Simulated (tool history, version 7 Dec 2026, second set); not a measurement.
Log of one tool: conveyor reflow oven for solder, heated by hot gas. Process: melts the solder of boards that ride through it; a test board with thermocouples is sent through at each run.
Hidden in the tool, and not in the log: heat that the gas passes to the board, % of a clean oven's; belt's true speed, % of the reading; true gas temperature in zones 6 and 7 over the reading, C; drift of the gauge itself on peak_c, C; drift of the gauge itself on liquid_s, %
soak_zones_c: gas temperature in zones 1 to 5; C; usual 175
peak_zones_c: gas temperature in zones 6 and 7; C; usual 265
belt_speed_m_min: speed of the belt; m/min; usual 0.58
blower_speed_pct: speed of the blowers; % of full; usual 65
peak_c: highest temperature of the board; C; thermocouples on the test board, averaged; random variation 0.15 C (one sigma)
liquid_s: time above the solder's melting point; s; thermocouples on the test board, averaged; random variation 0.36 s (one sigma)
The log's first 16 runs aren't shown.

| run | hour | soak_zones_c | peak_zones_c | belt_speed_m_min | blower_speed_pct | hours of work since the flux was cleaned out | hours of work since the belt drive was overhauled | hours of work since the thermocouples were changed | peak_c | liquid_s |
|---|---|---|---|---|---|---|---|---|---|---|
| 17 | 336.9 | 175 | 265 | 0.549 | 65 | 78 | 256 | 184 | 252.4 | 66.9 |
| 18 | 361.5 | 175 | 265 | 0.549 | 65 | 89 | 267 | 195 | 252.5 | 67 |
| 19 | 377.1 | 174 | 265 | 0.672 | 82 | 96 | 274 | 202 | 250.7 | 52.8 |
| 20 | 391.6 | 175 | 261 | 0.58 | 65 | 103 | 281 | 208 | 247.6 | 58.8 |
| 21 | 412 | 185 | 255 | 0.492 | 67 | 112 | 290 | 218 | 247.5 | 76.9 |
| 22 | 427.3 | 177 | 265 | 0.58 | 65 | 119 | 297 | 224 | 251 | 62.4 |
| 23 | 444.3 | 177 | 265 | 0.535 | 87 | 126 | 305 | 232 | 257.6 | 74.8 |
| 24 | 470.3 | 177 | 265 | 0.535 | 87 | 138 | 316 | 244 | 257.3 | 74.9 |
| 25 | 498.4 | 162 | 269 | 0.494 | 62 | 151 | 329 | 257 | 256.3 | 73.3 |
| 26 | 514.4 | 162 | 269 | 0.494 | 62 | 158 | 336 | 264 | 256.3 | 73.1 |
| 27 | 535.1 | 179 | 269 | 0.484 | 62 | 167 | 346 | 273 | 259 | 83.4 |
| 28 | 551 | 179 | 269 | 0.485 | 62 | 175 | 353 | 280 | 259.1 | 83.6 |
| 29 | 570 | 166 | 256 | 0.531 | 57 | 183 | 362 | 289 | 241.6 | 54.8 |
| 30 | 587.5 | 166 | 256 | 0.531 | 57 | 191 | 369 | 297 | 241.4 | 54.9 |

Forecast each of these 4 alternatives for the next run:
| A | 599.6 | 166 | 263 | 0.612 | 84 | 197 | 375 | 302 | ? | ? |
| B | 599.6 | 175 | 259 | 0.467 | 59 | 197 | 375 | 302 | ? | ? |
| C | 599.6 | 175 | 265 | 0.616 | 65 | 197 | 375 | 302 | ? | ? |
| D | 599.6 | 161 | 278 | 0.58 | 65 | 197 | 375 | 302 | ? | ? |

| run | peak_c | liquid_s |
|---|---|---|
| A | 251.1 | 56.6 |
| B | 249.4 | 77.4 |
| C | 249.2 | 55.6 |
| D | 259.9 | 62.9 |
Without the tool's hidden state the same runs would have given:
| run | peak_c | liquid_s |
|---|---|---|
| A | 251.1 | 56.6 |
| B | 249.5 | 77.3 |
| C | 249.2 | 55.6 |
| D | 259.9 | 62.9 |

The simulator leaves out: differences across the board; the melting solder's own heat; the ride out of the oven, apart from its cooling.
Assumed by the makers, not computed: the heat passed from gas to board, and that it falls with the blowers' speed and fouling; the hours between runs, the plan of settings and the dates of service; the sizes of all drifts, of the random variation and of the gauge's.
